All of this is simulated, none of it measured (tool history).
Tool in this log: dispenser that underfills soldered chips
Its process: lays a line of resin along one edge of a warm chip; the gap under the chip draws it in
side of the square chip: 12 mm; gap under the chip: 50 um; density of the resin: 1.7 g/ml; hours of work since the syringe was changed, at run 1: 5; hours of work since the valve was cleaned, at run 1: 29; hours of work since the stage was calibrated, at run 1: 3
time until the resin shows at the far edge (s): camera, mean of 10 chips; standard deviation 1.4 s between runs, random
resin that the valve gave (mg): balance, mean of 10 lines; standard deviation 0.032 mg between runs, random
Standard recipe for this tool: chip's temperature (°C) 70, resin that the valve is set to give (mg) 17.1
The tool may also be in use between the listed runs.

| run | hour | chip's temperature (°C) | resin that the valve is set to give (mg) | hours of work since the syringe was changed | hours of work since the valve was cleaned | hours of work since the stage was calibrated | time until the resin shows at the far edge (s) | resin that the valve gave (mg) |
|---|---|---|---|---|---|---|---|---|
| 1 | 0.0 | 70 | 17.1 | 5 | 29 | 3 | 210.4 | 16.97 |
|  | 0.7 | new syringe of resin |
| 2 | 3.9 | 70 | 17.1 | 2 | 31 | 5 | 161.7 | 16.94 |
| 3 | 6.8 | 70 | 17.1 | 4 | 33 | 7 | 191.0 | 16.89 |
|  | 9.0 | new syringe of resin |
| 4 | 9.0 | 70 | 17.1 | 0 | 35 | 9 | 137.8 | 16.94 |
| 5 | 12.0 | 70 | 21.7 | 2 | 37 | 11 | 157.4 | 21.47 |
| 6 | 15.6 | 70 | 21.9 | 5 | 39 | 13 | 191.1 | 21.57 |
|  | 17.5 | new syringe of resin |
| 7 | 18.1 | 70 | 21.9 | 0 | 41 | 15 | 139.1 | 21.59 |
| 8 | 20.5 | 56 | 17.1 | 2 | 43 | 17 | 341.1 | 16.85 |
| 9 | 24.3 | 56 | 17.1 | 5 | 45 | 19 | 412.9 | 16.89 |
|  | 25.9 | new syringe of resin |
| 10 | 26.7 | 80 | 17.1 | 1 | 47 | 21 | 87.1 | 16.80 |
| 11 | 29.2 | 75 | 17.1 | 2 | 48 | 23 | 130.2 | 16.90 |
| 12 | 32.2 | 70 | 17.1 | 4 | 51 | 25 | 194.6 | 16.83 |
|  | 34.1 | new syringe of resin |
| 13 | 35.9 | 70 | 17.1 | 1 | 53 | 27 | 149.2 | 16.81 |
| 14 | 39.5 | 70 | 17.1 | 4 | 56 | 30 | 184.5 | 16.75 |
|  | 42.7 | new syringe of resin |
| 15 | 43.2 | 70 | 17.1 | 0 | 58 | 32 | 144.8 | 16.74 |
| 16 | 45.4 | 70 | 15.3 | 2 | 60 | 34 | 166.4 | 14.95 |
| 17 | 47.8 | 70 | 15.3 | 4 | 61 | 35 | 190.8 | 14.99 |
|  | 51.0 | new syringe of resin |
| 18 | 52.2 | 70 | 15.3 | 1 | 64 | 38 | 157.9 | 14.97 |
| 19 | 56.0 | 55 | 19.6 | 4 | 67 | 41 | 383.2 | 19.17 |
|  | 59.6 | new syringe of resin |
| 20 | 60.3 | 55 | 19.6 | 0 | 70 | 44 | 300.7 | 19.12 |
| 21 | 62.5 | 55 | 19.6 | 2 | 71 | 45 | 342.4 | 19.12 |
| 22 | 65.5 | 55 | 19.6 | 4 | 73 | 47 | 406.7 | 19.03 |
|  | 67.9 | new syringe of resin |
| 23 | 68.0 | 59 | 15.2 | 0 | 75 | 49 | 254.5 | 14.77 |
| 24 | 70.4 | 59 | 15.2 | 2 | 77 | 51 | 290.2 | 14.82 |
| 25 | 73.7 | 70 | 16.3 | 4 | 79 | 53 | 193.2 | 15.82 |
|  | 76.4 | new syringe of resin |
| 26 | 78.5 | 67 | 17.1 | 1 | 82 | 56 | 178.3 | 16.62 |
| 27 | 83.0 | 67 | 17.1 | 5 | 85 | 59 | 234.1 | 16.56 |
|  | 84.9 | new syringe of resin |
| 28 | 86.2 | 70 | 21.5 | 1 | 87 | 62 | 145.9 | 20.86 |
| 29 | 89.0 | 72 | 17.9 | 3 | 90 | 64 | 162.3 | 17.29 |
|  | 93.2 | new syringe of resin |
| 30 | 93.2 | 75 | 17.3 | 0 | 92 | 66 | 107.8 | 16.75 |
| 31 | 97.0 | 75 | 17.3 | 3 | 95 | 69 | 131.9 | 16.76 |
| 32 | 100.6 | 75 | 17.3 | 5 | 98 | 72 | 166.3 | 16.68 |
|  | 101.7 | new syringe of resin |
| 33 | 104.5 | 75 | 19.0 | 2 | 100 | 74 | 129.2 | 18.27 |
| 34 | 106.5 | 77 | 19.2 | 3 | 101 | 76 | 128.2 | 18.48 |
| 35 | 108.8 | 77 | 19.2 | 5 | 103 | 77 | 148.6 | 18.47 |
|  | 110.1 | new syringe of resin |
| 36 | 111.4 | 60 | 16.0 | 1 | 105 | 79 | 259.1 | 15.40 |

Below are 4 alternative next runs, each starting from the tool's condition after run 36. Predict each:
| A | 114.6 | 70 | 19.6 | 3 | 107 | 81 | ? | ? |
| B | 114.6 | 56 | 21.6 | 3 | 107 | 81 | ? | ? |
| C | 114.6 | 71 | 15.3 | 3 | 107 | 81 | ? | ? |
| D | 114.6 | 79 | 17.7 | 3 | 107 | 81 | ? | ? |

| run | time until the resin shows at the far edge (s) | resin that the valve gave (mg) |
|---|---|---|
| A | 181.7 | 18.86 |
| B | 361.5 | 20.70 |
| C | 177.3 | 14.75 |
| D | 117.5 | 17.05 |
With the hidden condition removed and each run's random variation left untouched, the same runs would have given:
| run | time until the resin shows at the far edge (s) | resin that the valve gave (mg) |
|---|---|---|
| A | 135.1 | 19.62 |
| B | 268.8 | 21.53 |
| C | 130.4 | 15.34 |
| D | 87.1 | 17.73 |
